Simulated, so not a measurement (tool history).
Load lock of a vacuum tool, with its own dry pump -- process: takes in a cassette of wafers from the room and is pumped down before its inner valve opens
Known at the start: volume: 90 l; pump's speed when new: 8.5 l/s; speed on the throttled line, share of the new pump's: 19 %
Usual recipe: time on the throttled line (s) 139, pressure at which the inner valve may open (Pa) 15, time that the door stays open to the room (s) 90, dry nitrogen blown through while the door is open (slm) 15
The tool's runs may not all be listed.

run,hour,time on the throttled line (s),pressure at which the inner valve may open (Pa),time that the door stays open to the room (s),dry nitrogen blown through while the door is open (slm),"incoming humidity of the room's air, %",time from the closed door until the inner valve may open (s),rise of the pressure with all valves shut (Pa/min)
1,0.0,139,15,90,15,45.0,216.3,0.059
2,196.9,139,15,90,15,46.2,216.4,0.071
3,413.8,139,15,90,15,47.4,217.0,0.071
4,647.0,220,15,90,15,47.2,280.2,0.074
5,747.4,139,15,38,15,43.5,216.0,0.063
6,986.8,139,15,125,15,45.6,217.1,0.078
7,1182.9,139,15,90,15,44.2,218.2,0.083
8,1422.0,139,15,90,15,46.8,218.1,0.082
9,1560.5,218,15,90,15,44.5,279.8,0.081
10,1666.2,218,15,90,15,43.1,279.3,0.077
11,1802.3,139,15,90,8,42.9,218.4,0.082
12,1937.4,139,15,90,8,45.4,218.3,0.091
13,2077.7,139,15,90,8,45.3,217.7,0.092
14,2281.8,139,16,90,8,44.0,217.4,0.096
15,2421.9,139,15,90,15,45.7,218.2,0.092
16,2519.4,129,12,72,8,43.4,213.2,0.087
17,2746.3,139,15,90,30,42.2,218.2,0.085
18,2943.5,247,15,201,24,45.3,302.9,0.101
19,3062.4,139,15,138,6,43.7,218.7,0.124
20,3221.0,250,15,140,18,45.7,305.9,0.105
21,3448.0,250,23,140,7,43.2,299.7,0.115
22,3690.5,250,23,140,7,44.5,300.7,0.128
23,3830.4,139,15,54,15,47.2,220.3,0.101
24,3941.6,154,12,56,12,43.4,233.0,0.101
25,4086.3,197,27,53,21,45.3,256.1,0.096
26,4305.2,139,15,62,6,46.5,218.7,0.111
27,4423.6,139,20,62,6,43.1,215.7,0.113
28,4650.6,153,16,62,6,42.5,229.1,0.110
29,4805.6,112,16,90,15,41.9,197.7,0.116

Selected run-to-run steps in time from the closed door until the inner valve may open (s), each split into two signed amounts: the part the tool would show with no hidden state at all (from settings, incoming material and random variation), and the remainder, which goes to the hidden state together with any gauge scatter not common to the measured and the hidden-state-free results:
What the log doesn't record here: pump's speed, % of a new pump's; leak at the door's seal, Pa l/s; drift of the gauge itself on ready_s, %; drift of the gauge itself on rise_pa_min, %.
Run 17 -> 18: time on the throttled line (s) 139 -> 247, time that the door stays open to the room (s) 90 -> 201, dry nitrogen blown through while the door is open (slm) 30 -> 24. time from the closed door until the inner valve may open (s) +84.7: hidden state -3.2, all else +87.9.
Run 18 -> 19: time on the throttled line (s) 247 -> 139, time that the door stays open to the room (s) 201 -> 138, dry nitrogen blown through while the door is open (slm) 24 -> 6. time from the closed door until the inner valve may open (s) -84.2: hidden state +3.3, all else -87.5.
Run 19 -> 20: time on the throttled line (s) 139 -> 250, time that the door stays open to the room (s) 138 -> 140, dry nitrogen blown through while the door is open (slm) 6 -> 18. time from the closed door until the inner valve may open (s) +87.2: hidden state -3.3, all else +90.5.
Run 22 -> 23: time on the throttled line (s) 250 -> 139, pressure at which the inner valve may open (Pa) 23 -> 15, time that the door stays open to the room (s) 140 -> 54, dry nitrogen blown through while the door is open (slm) 7 -> 15. time from the closed door until the inner valve may open (s) -80.4: hidden state +4.3, all else -84.7.

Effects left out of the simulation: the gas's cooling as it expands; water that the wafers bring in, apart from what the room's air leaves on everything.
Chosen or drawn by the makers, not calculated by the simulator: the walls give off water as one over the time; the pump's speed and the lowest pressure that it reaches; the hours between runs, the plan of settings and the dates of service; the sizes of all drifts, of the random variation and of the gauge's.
